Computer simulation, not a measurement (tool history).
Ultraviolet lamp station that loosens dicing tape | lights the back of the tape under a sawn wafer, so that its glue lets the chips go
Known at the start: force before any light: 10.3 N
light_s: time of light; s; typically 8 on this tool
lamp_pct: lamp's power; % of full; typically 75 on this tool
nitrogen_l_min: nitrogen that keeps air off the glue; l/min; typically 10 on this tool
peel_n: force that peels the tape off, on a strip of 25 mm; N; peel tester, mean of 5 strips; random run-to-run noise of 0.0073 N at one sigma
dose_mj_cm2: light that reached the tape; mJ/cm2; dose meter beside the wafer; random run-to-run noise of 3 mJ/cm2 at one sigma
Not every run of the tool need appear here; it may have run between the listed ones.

| run | hour | light_s | lamp_pct | nitrogen_l_min | peel_n | dose_mj_cm2 |
|---|---|---|---|---|---|---|
| 1 | 0.0 | 8 | 75 | 10 | 0.303 | 424 |
| 2 | 42.8 | 8 | 67 | 10 | 0.419 | 380 |
| 3 | 81.8 | 8 | 75 | 10 | 0.316 | 416 |
| 4 | 133.8 | 8 | 75 | 10 | 0.339 | 413 |
| 5 | 168.0 | 8 | 75 | 10 | 0.342 | 404 |
| 6 | 240.9 | 8 | 75 | 10 | 0.357 | 399 |
|  | 245.1 | window cleaned of glue's vapour |
| 7 | 309.9 | 8 | 75 | 10 | 0.412 | 374 |
| 8 | 356.0 | 8 | 75 | 10 | 0.429 | 365 |
|  | 402.2 | window cleaned of glue's vapour, once more |
| 9 | 419.6 | 8 | 75 | 10 | 0.337 | 417 |
| 10 | 455.6 | 8 | 75 | 10 | 0.339 | 413 |
| 11 | 507.6 | 8 | 75 | 11 | 0.340 | 413 |
| 12 | 539.7 | 8 | 75 | 11 | 0.343 | 404 |
| 13 | 584.5 | 8 | 75 | 11 | 0.351 | 401 |
| 14 | 643.7 | 8 | 75 | 7 | 0.439 | 392 |
| 15 | 707.4 | 6 | 93 | 12 | 0.445 | 357 |
| 16 | 744.6 | 6 | 93 | 12 | 0.432 | 354 |
| 17 | 814.6 | 6 | 93 | 12 | 0.453 | 349 |

Run 18 comes next. What will it give?
| 18 | 884.3 | 14 | 82 | 17 | ? | ? |

peel_n: 0.162 N
dose_mj_cm2: 701 mJ/cm2
If the tool had no hidden condition, the same run with the same run-to-run variation would have returned peel_n 0.157 N, dose_mj_cm2 874 mJ/cm2.
